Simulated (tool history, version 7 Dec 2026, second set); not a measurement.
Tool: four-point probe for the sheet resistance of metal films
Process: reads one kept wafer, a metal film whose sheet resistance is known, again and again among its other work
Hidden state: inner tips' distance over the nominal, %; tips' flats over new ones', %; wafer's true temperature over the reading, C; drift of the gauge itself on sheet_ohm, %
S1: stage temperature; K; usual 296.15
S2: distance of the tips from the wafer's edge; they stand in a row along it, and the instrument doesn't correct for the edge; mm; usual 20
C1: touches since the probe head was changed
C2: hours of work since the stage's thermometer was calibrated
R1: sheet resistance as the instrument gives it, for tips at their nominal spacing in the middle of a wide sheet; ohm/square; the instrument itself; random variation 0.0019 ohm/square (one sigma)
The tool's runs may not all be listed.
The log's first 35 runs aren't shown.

run	hour	S1	S2	C1	C2	R1
36	507	296.15	5	15565	1363	9.508289
37	524.4	300.15	20	15822	1374	9.438527
38	540.4	300.15	20	16060	1384	9.437844
39	550.4	301.15	3	16207	1390	9.657875
40	570.2	297.15	3	16499	1402	9.651847
41	585.7	301.15	5	16729	1412	9.515297
42	594.1	300.15	56	16852	1417	9.437855
43	602.7	292.15	19	16980	1422	9.430267
44	616.9	292.15	19	17189	1431	9.42705
45	633.6	295.15	37	17436	1441	9.429662

3 ways to go on from here, each from the tool as it stands after run 45. What would each give?
A	652.1	303.15	28	17710	1453	?
B	652.1	299.15	20	17710	1453	?
C	652.1	307.15	7	17710	1453	?

run	R1
A	9.442582
B	9.437281
C	9.490257
Without the tool's hidden state the same runs would have given:
run	R1
A	9.424054
B	9.418571
C	9.471827

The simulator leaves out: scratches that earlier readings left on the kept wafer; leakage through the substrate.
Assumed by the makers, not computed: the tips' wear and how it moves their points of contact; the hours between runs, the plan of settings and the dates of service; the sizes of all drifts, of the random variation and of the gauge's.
